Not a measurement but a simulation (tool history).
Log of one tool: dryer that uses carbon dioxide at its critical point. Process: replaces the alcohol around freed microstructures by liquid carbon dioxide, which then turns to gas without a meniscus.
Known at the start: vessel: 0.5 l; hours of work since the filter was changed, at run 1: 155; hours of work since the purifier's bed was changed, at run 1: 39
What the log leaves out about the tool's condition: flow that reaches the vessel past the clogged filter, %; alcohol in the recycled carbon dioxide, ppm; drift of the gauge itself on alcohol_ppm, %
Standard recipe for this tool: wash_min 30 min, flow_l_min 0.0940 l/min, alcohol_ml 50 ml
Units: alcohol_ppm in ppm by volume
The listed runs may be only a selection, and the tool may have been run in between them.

| run | day | wash_min | flow_l_min | alcohol_ml | hours of work since the filter was changed | hours of work since the purifier's bed was changed | alcohol_ppm |
|---|---|---|---|---|---|---|---|
| 1 | 0.000 | 30 | 0.0940 | 50 | 155 | 39 | 725 |
| 2 | 0.504 | 30 | 0.0940 | 50 | 159 | 43 | 712 |
| 3 | 1.138 | 30 | 0.0940 | 50 | 164 | 48 | 728 |
| 4 | 2.108 | 30 | 0.0940 | 50 | 172 | 55 | 734 |
| 5 | 2.575 | 30 | 0.0940 | 50 | 175 | 59 | 747 |
| 6 | 3.304 | 30 | 0.0940 | 50 | 181 | 65 | 739 |
| 7 | 4.246 | 30 | 0.0940 | 50 | 189 | 72 | 762 |
| 8 | 4.862 | 30 | 0.0940 | 24 | 193 | 77 | 401 |
| 9 | 5.633 | 30 | 0.0940 | 24 | 199 | 83 | 391 |
| 10 | 6.688 | 30 | 0.0940 | 24 | 208 | 91 | 407 |
| 11 | 7.279 | 30 | 0.0940 | 50 | 212 | 96 | 806 |
| 12 | 7.746 | 30 | 0.0940 | 50 | 216 | 100 | 776 |
| 13 | 8.829 | 30 | 0.0940 | 50 | 225 | 108 | 826 |
| 14 | 9.542 | 30 | 0.0940 | 50 | 230 | 114 | 806 |
|  | 10.192 | inlet filter changed |
| 15 | 10.379 | 30 | 0.0940 | 50 | 1 | 120 | 602 |
| 16 | 10.962 | 30 | 0.0940 | 50 | 6 | 125 | 628 |
| 17 | 11.796 | 30 | 0.0940 | 50 | 13 | 131 | 620 |
| 18 | 12.300 | 30 | 0.0940 | 50 | 17 | 135 | 633 |
| 19 | 13.212 | 30 | 0.0940 | 50 | 24 | 142 | 637 |
| 20 | 14.162 | 30 | 0.0940 | 50 | 31 | 150 | 675 |
| 21 | 14.721 | 30 | 0.0940 | 50 | 36 | 154 | 647 |
| 22 | 15.242 | 30 | 0.0940 | 50 | 40 | 158 | 669 |
| 23 | 15.817 | 30 | 0.0940 | 50 | 44 | 163 | 673 |
| 24 | 16.454 | 29 | 0.0583 | 37 | 49 | 168 | 3921 |
| 25 | 17.067 | 29 | 0.0583 | 37 | 54 | 172 | 3955 |
| 26 | 18.012 | 30 | 0.0940 | 27 | 61 | 180 | 404 |
| 27 | 18.867 | 47 | 0.1200 | 27 | 68 | 187 | 86 |
| 28 | 19.825 | 30 | 0.0888 | 29 | 76 | 194 | 566 |
| 29 | 20.658 | 30 | 0.1559 | 104 | 82 | 201 | 123 |
| 30 | 21.112 | 35 | 0.0762 | 23 | 86 | 204 | 513 |
| 31 | 21.996 | 32 | 0.0940 | 84 | 93 | 211 | 858 |
| 32 | 22.942 | 30 | 0.0873 | 84 | 100 | 219 | 1664 |
| 33 | 23.388 | 30 | 0.0873 | 84 | 104 | 222 | 1710 |
| 34 | 23.925 | 30 | 0.0873 | 84 | 108 | 226 | 1714 |
| 35 | 24.529 | 30 | 0.0873 | 84 | 113 | 231 | 1717 |
| 36 | 25.450 | 30 | 0.0873 | 84 | 120 | 238 | 1714 |
| 37 | 25.942 | 30 | 0.0910 | 32 | 124 | 242 | 623 |
| 38 | 26.579 | 30 | 0.0910 | 32 | 129 | 247 | 614 |
| 39 | 27.575 | 30 | 0.0910 | 32 | 136 | 255 | 628 |
| 40 | 28.612 | 37 | 0.1434 | 50 | 145 | 263 | 123 |
| 41 | 29.204 | 22 | 0.0595 | 56 | 149 | 268 | 12246 |
| 42 | 29.979 | 30 | 0.1260 | 50 | 155 | 274 | 243 |
| 43 | 30.446 | 26 | 0.1032 | 111 | 159 | 277 | 2036 |
| 44 | 30.925 | 26 | 0.1032 | 111 | 163 | 281 | 2000 |
| 45 | 31.462 | 47 | 0.1032 | 38 | 167 | 285 | 143 |
| 46 | 32.283 | 19 | 0.0940 | 62 | 173 | 292 | 5523 |

What if the next run were any one of these 4? Each begins from the tool's condition after run 46:
| A | 32.871 | 26 | 0.0971 | 21 | 178 | 296 | ? |
| B | 32.871 | 23 | 0.1542 | 117 | 178 | 296 | ? |
| C | 32.871 | 25 | 0.0940 | 62 | 178 | 296 | ? |
| D | 32.871 | 19 | 0.0854 | 62 | 178 | 296 | ? |

| run | alcohol_ppm |
|---|---|
| A | 626 |
| B | 494 |
| C | 2077 |
| D | 7598 |
With the hidden condition removed and each run's random variation left untouched, the same runs would have given:
| run | alcohol_ppm |
|---|---|
| A | 388 |
| B | 253 |
| C | 1553 |
| D | 6387 |
